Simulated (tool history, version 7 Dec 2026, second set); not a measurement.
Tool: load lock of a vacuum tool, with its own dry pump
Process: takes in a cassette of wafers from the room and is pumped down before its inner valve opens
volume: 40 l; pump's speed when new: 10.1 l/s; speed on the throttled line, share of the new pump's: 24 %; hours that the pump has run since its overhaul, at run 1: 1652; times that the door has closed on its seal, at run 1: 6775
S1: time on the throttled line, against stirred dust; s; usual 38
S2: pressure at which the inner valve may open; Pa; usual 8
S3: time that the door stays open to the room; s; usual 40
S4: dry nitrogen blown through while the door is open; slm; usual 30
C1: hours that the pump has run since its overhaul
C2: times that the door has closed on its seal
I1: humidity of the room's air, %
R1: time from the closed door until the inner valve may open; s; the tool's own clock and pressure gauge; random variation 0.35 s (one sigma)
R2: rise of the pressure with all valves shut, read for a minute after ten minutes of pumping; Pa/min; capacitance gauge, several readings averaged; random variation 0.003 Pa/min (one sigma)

{"run": 1, "hour": 0.0, "S1": 38, "S2": 8, "S3": 40, "S4": 30, "C1": 1652, "C2": 6775, "I1": 43.6, "R1": 66.9, "R2": 0.036}
{"run": 2, "hour": 65.8, "S1": 38, "S2": 8, "S3": 40, "S4": 30, "C1": 1718, "C2": 6990, "I1": 45.4, "R1": 67.4, "R2": 0.044}
{"run": 3, "hour": 113.1, "S1": 38, "S2": 7, "S3": 40, "S4": 30, "C1": 1765, "C2": 7145, "I1": 46.7, "R1": 67.2, "R2": 0.041}
{"run": 4, "hour": 204.7, "S1": 38, "S2": 7, "S3": 40, "S4": 30, "C1": 1857, "C2": 7444, "I1": 41.7, "R1": 67.5, "R2": 0.041}
{"run": 5, "hour": 268.2, "S1": 38, "S2": 8, "S3": 121, "S4": 30, "C1": 1921, "C2": 7652, "I1": 43.5, "R1": 66.9, "R2": 0.05}
{"run": 6, "hour": 340.4, "S1": 38, "S2": 8, "S3": 40, "S4": 20, "C1": 1993, "C2": 7887, "I1": 46.6, "R1": 66.7, "R2": 0.048}
{"run": 7, "hour": 416.3, "S1": 38, "S2": 8, "S3": 40, "S4": 30, "C1": 2069, "C2": 8136, "I1": 43.5, "R1": 66.6, "R2": 0.05}
{"run": 8, "hour": 482.8, "S1": 38, "S2": 8, "S3": 40, "S4": 30, "C1": 2135, "C2": 8353, "I1": 41.4, "R1": 66.7, "R2": 0.051}
{"run": 9, "hour": 582.4, "S1": 38, "S2": 11, "S3": 40, "S4": 30, "C1": 2235, "C2": 8678, "I1": 46.5, "R1": 65.6, "R2": 0.053}
{"run": 10, "hour": 671.9, "S1": 38, "S2": 11, "S3": 40, "S4": 30, "C1": 2324, "C2": 8971, "I1": 45.8, "R1": 65.5, "R2": 0.052}
{"run": 11, "hour": 770.9, "S1": 46, "S2": 8, "S3": 35, "S4": 14, "C1": 2423, "C2": 9294, "I1": 42.3, "R1": 73.2, "R2": 0.054}

Forecast run 12:
{"run": 12, "hour": 820.9, "S1": 46, "S2": 8, "S3": 35, "S4": 14, "C1": 2473, "C2": 9457, "I1": 43.3, "R1": "?", "R2": "?"}

R1: 73.1 s
R2: 0.060 Pa/min
Without the tool's hidden state the same run would have given R1 72.8 s, R2 0.012 Pa/min.

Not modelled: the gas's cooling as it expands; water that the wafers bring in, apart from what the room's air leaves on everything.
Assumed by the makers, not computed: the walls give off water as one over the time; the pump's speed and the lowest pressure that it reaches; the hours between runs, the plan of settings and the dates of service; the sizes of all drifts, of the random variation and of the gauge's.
